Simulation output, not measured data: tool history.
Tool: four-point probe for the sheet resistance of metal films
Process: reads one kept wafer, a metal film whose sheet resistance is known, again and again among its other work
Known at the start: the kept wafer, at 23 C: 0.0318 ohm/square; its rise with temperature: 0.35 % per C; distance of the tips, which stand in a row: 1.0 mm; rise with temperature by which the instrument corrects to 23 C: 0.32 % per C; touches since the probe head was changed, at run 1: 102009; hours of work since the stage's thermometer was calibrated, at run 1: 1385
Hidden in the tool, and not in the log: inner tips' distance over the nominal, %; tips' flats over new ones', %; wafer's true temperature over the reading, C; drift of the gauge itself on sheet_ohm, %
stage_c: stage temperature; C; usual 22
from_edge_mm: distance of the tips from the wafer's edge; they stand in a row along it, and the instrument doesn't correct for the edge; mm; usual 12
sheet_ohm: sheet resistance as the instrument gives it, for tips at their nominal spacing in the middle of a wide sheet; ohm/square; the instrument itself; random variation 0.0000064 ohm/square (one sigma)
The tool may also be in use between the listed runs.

run    hour  stage_c  from_edge_mm  touches since the probe head was changed  hours of work since the stage's thermometer was calibrated  sheet_ohm
  1       0       22            12                                    102009                                                        1385    0.03207
  2    77.5       22            12                                    104218                                                        1441   0.032067
  3     183       22            12                                    107222                                                        1517   0.032076
      206.9  -- new probe head fitted
  4   234.3       22            12                                       779                                                        1554   0.031973
  5   324.7       22             7                                      3355                                                        1619   0.032202
  6   389.8       22            46                                      5211                                                        1666   0.031854
  7   439.8       22            46                                      6634                                                        1702   0.031873
  8   534.7       21            12                                      9338                                                        1770   0.031957
  9   634.8       22            12                                     12192                                                        1842   0.031969
 10   740.1       22            12                                     15192                                                        1918   0.031984
      769.5  -- stage's thermometer calibrated
 11   791.8       22            12                                     16650                                                          16   0.031963
 12   845.6       22            12                                     18184                                                          55   0.031964
 13   892.6       22            12                                     19522                                                          89   0.031968
 14   962.7       22            12                                     21520                                                         139   0.031959
 15  1026.3       22            12                                     23332                                                         185   0.031965
 16  1113.8       22            33                                     25826                                                         248   0.031861
 17    1190       22            33                                     27995                                                         303    0.03186
 18  1278.6       22            33                                     30521                                                         367   0.031854
     1334.1  -- stage's thermometer calibrated, once more
 19  1366.3       22            33                                     33007                                                          23   0.031964
 20  1444.7       22            33                                     35240                                                          80   0.031969
 21  1492.4       22            12                                     36599                                                         114   0.032077
 22  1546.7       22            12                                     38146                                                         153    0.03208
 23  1600.1       22            12                                     39667                                                         192   0.032081
 24  1677.7       24            29                                     41880                                                         248   0.032017
 25    1763       31            54                                     44309                                                         309   0.032072
 26  1814.9       28            23                                     45788                                                         346   0.032056
 27  1908.5       25            20                                     48456                                                         414   0.032033
 28  1986.2       25            20                                     50670                                                         470   0.032035
 29  2086.9       25            20                                     53537                                                         543   0.032027
 30  2139.2       22            48                                     55027                                                         580   0.031979
 31  2195.2       32             4                                     56623                                                         621   0.033125
 32  2246.4       20            12                                     58083                                                         658   0.032061
 33    2315       20            12                                     60039                                                         707    0.03207
 34  2397.3       22             4                                     62382                                                         766   0.033006
 35  2464.4       28             4                                     64294                                                         815   0.033066
 36  2516.9       28            32                                     65790                                                         852   0.032049
 37  2598.7       26             5                                     68122                                                         911   0.032687
 38  2652.7       21            48                                     69658                                                         950   0.031982
 39  2746.6       21            48                                     72335                                                        1018   0.031964
 40  2845.1       22             6                                     75141                                                        1089   0.032444
 41    2906       30            31                                     76876                                                        1133    0.03209
 42  2986.7       28            68                                     79175                                                        1191   0.032049
 43  3082.7       28            68                                     81911                                                        1260   0.032042
 44  3168.8       28            68                                     84365                                                        1322   0.032039
 45  3254.8       20            51                                     86816                                                        1384   0.031975
 46  3331.4       20            58                                     88997                                                        1439   0.031952

3 ways to go on from here, each from the tool as it stands after run 46. What would each give?
  A  3434.3       22            39                                     91929                                                        1514          ?
  B  3434.3       19             6                                     91929                                                        1514          ?
  C  3434.3       20             5                                     91929                                                        1514          ?

run  sheet_ohm
  A   0.031987
  B   0.032418
  C   0.032628
Without the tool's hidden state the same runs would have given:
run  sheet_ohm
  A   0.031797
  B   0.032226
  C   0.032435
